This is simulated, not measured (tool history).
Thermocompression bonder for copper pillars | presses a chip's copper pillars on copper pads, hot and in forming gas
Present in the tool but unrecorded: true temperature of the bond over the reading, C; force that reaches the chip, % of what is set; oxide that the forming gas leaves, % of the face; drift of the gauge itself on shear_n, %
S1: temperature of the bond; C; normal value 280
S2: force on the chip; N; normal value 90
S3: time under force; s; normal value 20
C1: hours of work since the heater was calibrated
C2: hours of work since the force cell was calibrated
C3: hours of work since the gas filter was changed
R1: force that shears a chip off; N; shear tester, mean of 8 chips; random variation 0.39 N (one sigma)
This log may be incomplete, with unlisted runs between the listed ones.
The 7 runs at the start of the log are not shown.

{"run": 8, "hour": 115.8, "S1": 280, "S2": 70, "S3": 20, "C1": 91, "C2": 436, "C3": 153, "R1": 40.0}
{"run": 9, "hour": 131.3, "S1": 280, "S2": 101, "S3": 20, "C1": 100, "C2": 445, "C3": 162, "R1": 55.3}
{"hour": 141.8, "done": "forming gas filter changed"}
{"run": 10, "hour": 152.7, "S1": 280, "S2": 101, "S3": 20, "C1": 112, "C2": 458, "C3": 6, "R1": 58.3}
{"run": 11, "hour": 175.1, "S1": 280, "S2": 85, "S3": 20, "C1": 125, "C2": 471, "C3": 20, "R1": 49.3}
{"run": 12, "hour": 192.2, "S1": 280, "S2": 85, "S3": 20, "C1": 136, "C2": 481, "C3": 30, "R1": 49.9}
{"hour": 195.3, "done": "force cell calibrated"}
{"run": 13, "hour": 217.4, "S1": 280, "S2": 85, "S3": 20, "C1": 150, "C2": 13, "C3": 44, "R1": 49.6}
{"hour": 232.6, "done": "force cell calibrated, once more"}
{"run": 14, "hour": 237.3, "S1": 280, "S2": 85, "S3": 20, "C1": 160, "C2": 3, "C3": 55, "R1": 48.1}
{"run": 15, "hour": 250.5, "S1": 280, "S2": 85, "S3": 20, "C1": 168, "C2": 11, "C3": 63, "R1": 48.2}
{"run": 16, "hour": 269.5, "S1": 280, "S2": 85, "S3": 20, "C1": 180, "C2": 22, "C3": 74, "R1": 48.0}
{"run": 17, "hour": 280.6, "S1": 280, "S2": 87, "S3": 20, "C1": 186, "C2": 28, "C3": 80, "R1": 49.3}
{"run": 18, "hour": 293.3, "S1": 280, "S2": 102, "S3": 35, "C1": 194, "C2": 36, "C3": 88, "R1": 68.0}
{"run": 19, "hour": 308.9, "S1": 280, "S2": 102, "S3": 35, "C1": 203, "C2": 45, "C3": 97, "R1": 68.3}
{"run": 20, "hour": 332.2, "S1": 280, "S2": 102, "S3": 35, "C1": 217, "C2": 59, "C3": 111, "R1": 67.7}

Predict the results of run 21:
{"run": 21, "hour": 353.0, "S1": 251, "S2": 95, "S3": 36, "C1": 229, "C2": 71, "C3": 123, "R1": "?"}

{"run 21": {"R1": 43.3}}
Minus the tool's unlogged condition, the same run would have read R1 42.0 N.
